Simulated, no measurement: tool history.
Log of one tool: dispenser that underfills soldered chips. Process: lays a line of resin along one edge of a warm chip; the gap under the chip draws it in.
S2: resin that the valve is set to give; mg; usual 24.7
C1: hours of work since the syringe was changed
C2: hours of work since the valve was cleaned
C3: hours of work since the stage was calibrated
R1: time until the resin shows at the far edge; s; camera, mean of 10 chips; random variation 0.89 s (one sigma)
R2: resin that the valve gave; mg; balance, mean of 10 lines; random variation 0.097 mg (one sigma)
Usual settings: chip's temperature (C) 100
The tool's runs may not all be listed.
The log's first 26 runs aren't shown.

-- hour=181.1 new syringe of resin
run 27 hour=182.1 | chip's_temperature_(C)=107 S2=22.6 | C1=1 C2=45 C3=317 | R1=61.6 R2=22.20
run 28 hour=191.9 | chip's_temperature_(C)=107 S2=22.6 | C1=8 C2=52 C3=324 | R1=78.9 R2=21.90
-- hour=195.8 new syringe of resin
run 29 hour=201.3 | chip's_temperature_(C)=95 S2=22.9 | C1=4 C2=59 C3=330 | R1=107.3 R2=22.21
run 30 hour=205.9 | chip's_temperature_(C)=100 S2=29.4 | C1=7 C2=62 C3=333 | R1=98.5 R2=28.62
-- hour=210.0 new syringe of resin
run 31 hour=213.6 | chip's_temperature_(C)=98 S2=31.2 | C1=3 C2=67 C3=339 | R1=88.0 R2=30.23
run 32 hour=219.9 | chip's_temperature_(C)=98 S2=31.2 | C1=7 C2=72 C3=343 | R1=104.7 R2=30.07
-- hour=224.2 new syringe of resin
-- hour=227.0 dispensing valve cleaned and set on the balance
run 33 hour=231.1 | chip's_temperature_(C)=100 S2=29.4 | C1=4 C2=3 C3=350 | R1=86.9 R2=29.52
-- hour=239.8 new syringe of resin
run 34 hour=240.6 | chip's_temperature_(C)=106 S2=21.5 | C1=1 C2=9 C3=356 | R1=60.4 R2=21.38
run 35 hour=249.4 | chip's_temperature_(C)=89 S2=21.5 | C1=7 C2=16 C3=363 | R1=152.4 R2=21.24
-- hour=254.5 new syringe of resin
run 36 hour=255.3 | chip's_temperature_(C)=96 S2=23.0 | C1=1 C2=20 C3=367 | R1=91.1 R2=22.70

3 ways to go on from here, each from the tool as it stands after run 36. What would each give?
run A hour=263.4 | chip's_temperature_(C)=107 S2=23.0 | C1=6 C2=25 C3=372 | R1=? R2=?
run B hour=263.4 | chip's_temperature_(C)=96 S2=22.7 | C1=6 C2=25 C3=372 | R1=? R2=?
run C hour=263.4 | chip's_temperature_(C)=102 S2=25.4 | C1=6 C2=25 C3=372 | R1=? R2=?

run=A R1=74.4 R2=22.58
run=B R1=116.1 R2=22.29
run=C R1=89.7 R2=25.20
Without the tool's hidden state the same runs would have given:
run=A R1=63.8 R2=22.90
run=B R1=100.1 R2=22.61
run=C R1=77.3 R2=25.56
